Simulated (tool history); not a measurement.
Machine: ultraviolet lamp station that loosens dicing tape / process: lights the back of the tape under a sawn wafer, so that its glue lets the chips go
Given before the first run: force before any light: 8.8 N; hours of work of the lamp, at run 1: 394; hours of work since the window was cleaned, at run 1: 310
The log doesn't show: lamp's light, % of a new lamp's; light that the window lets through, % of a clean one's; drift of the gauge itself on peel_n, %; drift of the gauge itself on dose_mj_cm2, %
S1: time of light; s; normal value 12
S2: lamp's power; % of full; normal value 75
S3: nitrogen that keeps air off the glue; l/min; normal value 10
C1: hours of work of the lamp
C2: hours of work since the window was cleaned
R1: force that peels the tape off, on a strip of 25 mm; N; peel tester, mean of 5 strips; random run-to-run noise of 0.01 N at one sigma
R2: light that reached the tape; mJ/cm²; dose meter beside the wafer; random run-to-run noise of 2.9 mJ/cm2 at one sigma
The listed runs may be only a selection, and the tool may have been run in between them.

| run | day | S1 | S2 | S3 | C1 | C2 | R1 | R2 |
|---|---|---|---|---|---|---|---|---|
| 1 | 0.000 | 12 | 75 | 10 | 394 | 310 | 0.788 | 316 |
| 2 | 0.683 | 20 | 75 | 10 | 406 | 323 | 0.296 | 520 |
| 3 | 1.604 | 20 | 75 | 10 | 423 | 340 | 0.291 | 508 |
|  | 2.479 | window cleaned of glue's vapour |
| 4 | 2.629 | 20 | 75 | 8 | 441 | 3 | 0.390 | 480 |
| 5 | 3.042 | 12 | 75 | 19 | 449 | 10 | 0.604 | 290 |
| 6 | 3.904 | 12 | 75 | 19 | 465 | 26 | 0.640 | 284 |
| 7 | 4.529 | 12 | 75 | 19 | 476 | 37 | 0.631 | 282 |
| 8 | 5.396 | 18 | 75 | 10 | 492 | 53 | 0.438 | 422 |
| 9 | 5.867 | 18 | 75 | 10 | 501 | 62 | 0.455 | 413 |
|  | 6.558 | window cleaned of glue's vapour, once more |
| 10 | 6.758 | 18 | 68 | 10 | 517 | 4 | 0.392 | 431 |
| 11 | 7.746 | 12 | 95 | 10 | 535 | 22 | 0.477 | 403 |
| 12 | 8.162 | 12 | 95 | 10 | 542 | 29 | 0.473 | 398 |
| 13 | 8.912 | 22 | 75 | 10 | 556 | 43 | 0.231 | 569 |
| 14 | 9.596 | 22 | 75 | 10 | 569 | 56 | 0.240 | 567 |
| 15 | 10.088 | 14 | 75 | 10 | 578 | 65 | 0.588 | 362 |
| 16 | 10.758 | 14 | 66 | 10 | 590 | 77 | 0.807 | 314 |
| 17 | 11.783 | 14 | 66 | 10 | 609 | 96 | 0.863 | 307 |
| 18 | 12.233 | 14 | 66 | 10 | 617 | 104 | 0.865 | 306 |
| 19 | 12.871 | 19 | 66 | 10 | 628 | 115 | 0.448 | 416 |
| 20 | 13.779 | 19 | 61 | 10 | 645 | 132 | 0.532 | 376 |
| 21 | 14.362 | 19 | 61 | 7 | 656 | 143 | 0.779 | 370 |
|  | 14.812 | lamp changed |
| 22 | 14.871 | 17 | 81 | 9 | 1 | 151 | 0.232 | 599 |
| 23 | 15.658 | 11 | 75 | 3 | 16 | 166 | 1.633 | 357 |
| 24 | 16.629 | 20 | 64 | 10 | 33 | 183 | 0.254 | 547 |
| 25 | 17.412 | 20 | 64 | 10 | 48 | 198 | 0.257 | 535 |
| 26 | 18.092 | 20 | 64 | 10 | 60 | 210 | 0.265 | 537 |
| 27 | 18.550 | 20 | 64 | 10 | 68 | 219 | 0.263 | 534 |
| 28 | 19.117 | 12 | 75 | 4 | 79 | 229 | 1.210 | 369 |
| 29 | 19.567 | 12 | 75 | 4 | 87 | 237 | 1.244 | 374 |
| 30 | 20.379 | 18 | 72 | 7 | 102 | 252 | 0.359 | 519 |
| 31 | 21.071 | 7 | 92 | 10 | 114 | 265 | 1.176 | 262 |
| 32 | 21.800 | 7 | 92 | 10 | 128 | 278 | 1.165 | 258 |
| 33 | 22.354 | 7 | 92 | 10 | 138 | 288 | 1.229 | 257 |
| 34 | 23.342 | 10 | 82 | 10 | 156 | 306 | 0.752 | 322 |
| 35 | 24.242 | 12 | 82 | 10 | 172 | 323 | 0.513 | 385 |
| 36 | 25.112 | 7 | 92 | 10 | 188 | 339 | 1.288 | 247 |
|  | 26.075 | window cleaned of glue's vapour |
| 37 | 26.092 | 15 | 66 | 14 | 206 | 0 | 0.343 | 412 |
| 38 | 26.971 | 23 | 69 | 10 | 222 | 16 | 0.200 | 654 |
| 39 | 27.467 | 9 | 75 | 7 | 231 | 25 | 1.393 | 278 |
| 40 | 28.042 | 9 | 75 | 7 | 242 | 36 | 1.415 | 274 |
| 41 | 28.479 | 9 | 63 | 10 | 250 | 44 | 1.490 | 231 |
| 42 | 28.983 | 7 | 75 | 10 | 259 | 53 | 1.665 | 207 |

The same runs without the tool's hidden state, with the same run-to-run variation:
| run | R1 | R2 |
|---|---|---|
| 1 | 0.448 | 410 |
| 2 | 0.207 | 683 |
| 3 | 0.198 | 677 |
| 4 | 0.214 | 678 |
| 5 | 0.290 | 412 |
| 6 | 0.305 | 409 |
| 7 | 0.289 | 408 |
| 8 | 0.224 | 618 |
| 9 | 0.226 | 613 |
| 10 | 0.251 | 548 |
| 11 | 0.287 | 518 |
| 12 | 0.278 | 516 |
| 13 | 0.174 | 744 |
| 14 | 0.179 | 748 |
| 15 | 0.321 | 482 |
| 16 | 0.428 | 422 |
| 17 | 0.447 | 418 |
| 18 | 0.440 | 420 |
| 19 | 0.245 | 574 |
| 20 | 0.261 | 528 |
| 21 | 0.371 | 524 |
| 22 | 0.219 | 624 |
| 23 | 1.503 | 376 |
| 24 | 0.231 | 583 |
| 25 | 0.230 | 575 |
| 26 | 0.235 | 582 |
| 27 | 0.230 | 581 |
| 28 | 1.019 | 404 |
| 29 | 1.037 | 412 |
| 30 | 0.292 | 579 |
| 31 | 0.944 | 294 |
| 32 | 0.917 | 293 |
| 33 | 0.955 | 293 |
| 34 | 0.553 | 372 |
| 35 | 0.368 | 449 |
| 36 | 0.943 | 292 |
| 37 | 0.287 | 452 |
| 38 | 0.183 | 725 |
| 39 | 1.145 | 310 |
| 40 | 1.147 | 308 |
| 41 | 1.204 | 260 |
| 42 | 1.350 | 235 |
